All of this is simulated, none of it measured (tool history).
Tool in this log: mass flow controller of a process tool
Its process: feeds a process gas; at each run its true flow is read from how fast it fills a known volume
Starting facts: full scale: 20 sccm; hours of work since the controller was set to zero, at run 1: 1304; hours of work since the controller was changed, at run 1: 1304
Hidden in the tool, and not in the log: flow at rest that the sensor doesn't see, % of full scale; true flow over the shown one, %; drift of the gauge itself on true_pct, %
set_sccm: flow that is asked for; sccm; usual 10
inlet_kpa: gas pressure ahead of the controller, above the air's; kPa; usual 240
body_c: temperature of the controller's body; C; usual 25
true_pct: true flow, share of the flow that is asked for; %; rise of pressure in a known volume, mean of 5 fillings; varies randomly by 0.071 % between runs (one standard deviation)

run	hour	set_sccm	inlet_kpa	body_c	hours of work since the controller was set to zero	hours of work since the controller was changed	true_pct
1	0.0	10	240	25	1304	1304	99.99
2	68.8	10	240	25	1357	1357	99.90
3	178.9	10	240	25	1441	1441	99.89
4	238.5	10	240	25	1486	1486	99.89
5	350.2	10	240	25	1571	1571	99.97
6	438.8	10	240	25	1639	1639	99.97
7	504.0	10	240	25	1689	1689	100.00
8	616.7	10	240	25	1775	1775	99.90
9	691.6	10	240	25	1832	1832	99.87
10	788.5	5	257	26	1906	1906	99.73
11	841.2	5	257	26	1946	1946	99.86

Run 12 comes next. What will it give?
12	892.3	14	173	21	1985	1985	?

{"run 12": {"true_pct": 100.11}}
Had the tool carried no hidden state, the very same run would have given true_pct 100.12 %.
